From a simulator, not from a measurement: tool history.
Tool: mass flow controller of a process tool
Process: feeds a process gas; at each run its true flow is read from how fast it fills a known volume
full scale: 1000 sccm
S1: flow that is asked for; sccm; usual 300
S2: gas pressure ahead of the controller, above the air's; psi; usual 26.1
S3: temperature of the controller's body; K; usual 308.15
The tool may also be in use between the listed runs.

{"run": 1, "day": 0.0, "S1": 300, "S2": 26.1, "S3": 308.15, "true flow (%)": 101.38}
{"run": 2, "day": 10.892, "S1": 300, "S2": 26.1, "S3": 308.15, "true flow (%)": 101.27}
{"day": 22.671, "done": "controller's zero set anew"}
{"run": 3, "day": 29.317, "S1": 300, "S2": 26.1, "S3": 308.15, "true flow (%)": 102.95}
{"run": 4, "day": 47.608, "S1": 300, "S2": 26.1, "S3": 308.15, "true flow (%)": 103.18}
{"run": 5, "day": 64.829, "S1": 291, "S2": 26.1, "S3": 308.15, "true flow (%)": 103.43}
{"day": 71.808, "done": "controller's zero set anew, once more"}
{"run": 6, "day": 84.004, "S1": 291, "S2": 26.1, "S3": 299.15, "true flow (%)": 97.83}
{"run": 7, "day": 95.108, "S1": 291, "S2": 26.1, "S3": 299.15, "true flow (%)": 97.71}
{"run": 8, "day": 107.696, "S1": 272, "S2": 26.1, "S3": 299.15, "true flow (%)": 97.86}
{"run": 9, "day": 124.862, "S1": 272, "S2": 26.1, "S3": 299.15, "true flow (%)": 97.97}
{"run": 10, "day": 133.55, "S1": 272, "S2": 36.0, "S3": 299.15, "true flow (%)": 98.16}
{"run": 11, "day": 148.679, "S1": 272, "S2": 36.0, "S3": 299.15, "true flow (%)": 98.34}
{"run": 12, "day": 159.129, "S1": 272, "S2": 36.0, "S3": 299.15, "true flow (%)": 98.45}
{"run": 13, "day": 168.788, "S1": 272, "S2": 40.5, "S3": 299.15, "true flow (%)": 98.64}
{"run": 14, "day": 183.183, "S1": 272, "S2": 33.1, "S3": 299.15, "true flow (%)": 98.42}
{"run": 15, "day": 201.567, "S1": 272, "S2": 33.1, "S3": 299.15, "true flow (%)": 98.6}
{"run": 16, "day": 209.879, "S1": 272, "S2": 33.1, "S3": 299.15, "true flow (%)": 98.83}
{"run": 17, "day": 229.133, "S1": 272, "S2": 33.1, "S3": 299.15, "true flow (%)": 98.87}
{"run": 18, "day": 244.917, "S1": 300, "S2": 40.0, "S3": 308.15, "true flow (%)": 98.7}
{"run": 19, "day": 260.783, "S1": 300, "S2": 26.1, "S3": 308.15, "true flow (%)": 98.54}
{"run": 20, "day": 272.121, "S1": 337, "S2": 26.1, "S3": 308.15, "true flow (%)": 98.43}
{"run": 21, "day": 288.021, "S1": 337, "S2": 26.1, "S3": 308.15, "true flow (%)": 98.59}
{"run": 22, "day": 301.404, "S1": 337, "S2": 26.1, "S3": 308.15, "true flow (%)": 98.72}
{"run": 23, "day": 310.408, "S1": 148, "S2": 26.1, "S3": 296.15, "true flow (%)": 101.08}
{"run": 24, "day": 321.808, "S1": 349, "S2": 23.9, "S3": 295.15, "true flow (%)": 99.05}
{"run": 25, "day": 336.142, "S1": 215, "S2": 22.5, "S3": 295.15, "true flow (%)": 100.07}
{"run": 26, "day": 352.233, "S1": 778, "S2": 30.7, "S3": 296.15, "true flow (%)": 98.93}
{"run": 27, "day": 365.296, "S1": 551, "S2": 26.1, "S3": 301.15, "true flow (%)": 98.65}
{"run": 28, "day": 375.358, "S1": 139, "S2": 26.4, "S3": 308.15, "true flow (%)": 102.2}
{"run": 29, "day": 392.958, "S1": 402, "S2": 20.9, "S3": 293.15, "true flow (%)": 99.24}
{"run": 30, "day": 409.321, "S1": 300, "S2": 38.4, "S3": 302.15, "true flow (%)": 99.68}
{"run": 31, "day": 420.542, "S1": 300, "S2": 38.4, "S3": 302.15, "true flow (%)": 99.9}
{"run": 32, "day": 431.854, "S1": 761, "S2": 26.1, "S3": 299.15, "true flow (%)": 98.97}
{"run": 33, "day": 440.896, "S1": 761, "S2": 26.1, "S3": 299.15, "true flow (%)": 98.96}
{"run": 34, "day": 449.246, "S1": 352, "S2": 28.4, "S3": 308.15, "true flow (%)": 99.4}
{"run": 35, "day": 466.529, "S1": 180, "S2": 26.1, "S3": 304.15, "true flow (%)": 101.97}
{"run": 36, "day": 483.196, "S1": 230, "S2": 22.9, "S3": 298.15, "true flow (%)": 101.11}
{"run": 37, "day": 493.854, "S1": 230, "S2": 23.5, "S3": 303.15, "true flow (%)": 101.27}
{"run": 38, "day": 503.662, "S1": 606, "S2": 21.2, "S3": 300.15, "true flow (%)": 99.03}
{"run": 39, "day": 523.188, "S1": 145, "S2": 24.2, "S3": 308.15, "true flow (%)": 104.16}
{"run": 40, "day": 535.396, "S1": 300, "S2": 26.1, "S3": 298.15, "true flow (%)": 100.46}

Forecast each of these 5 alternatives for the next run:
{"run": "A", "day": 544.688, "S1": 300, "S2": 26.1, "S3": 294.15, "true flow (%)": "?"}
{"run": "B", "day": 544.688, "S1": 300, "S2": 26.1, "S3": 301.15, "true flow (%)": "?"}
{"run": "C", "day": 544.688, "S1": 393, "S2": 26.1, "S3": 301.15, "true flow (%)": "?"}
{"run": "D", "day": 544.688, "S1": 547, "S2": 31.3, "S3": 298.15, "true flow (%)": "?"}
{"run": "E", "day": 544.688, "S1": 300, "S2": 26.1, "S3": 296.15, "true flow (%)": "?"}

run=A true_flow_(%)=100.74
run=B true_flow_(%)=100.44
run=C true_flow_(%)=99.80
run=D true_flow_(%)=99.37
run=E true_flow_(%)=100.71
Without the tool's hidden state the same runs would have given:
run=A true_flow_(%)=98.63
run=B true_flow_(%)=98.33
run=C true_flow_(%)=98.66
run=D true_flow_(%)=99.12
run=E true_flow_(%)=98.60
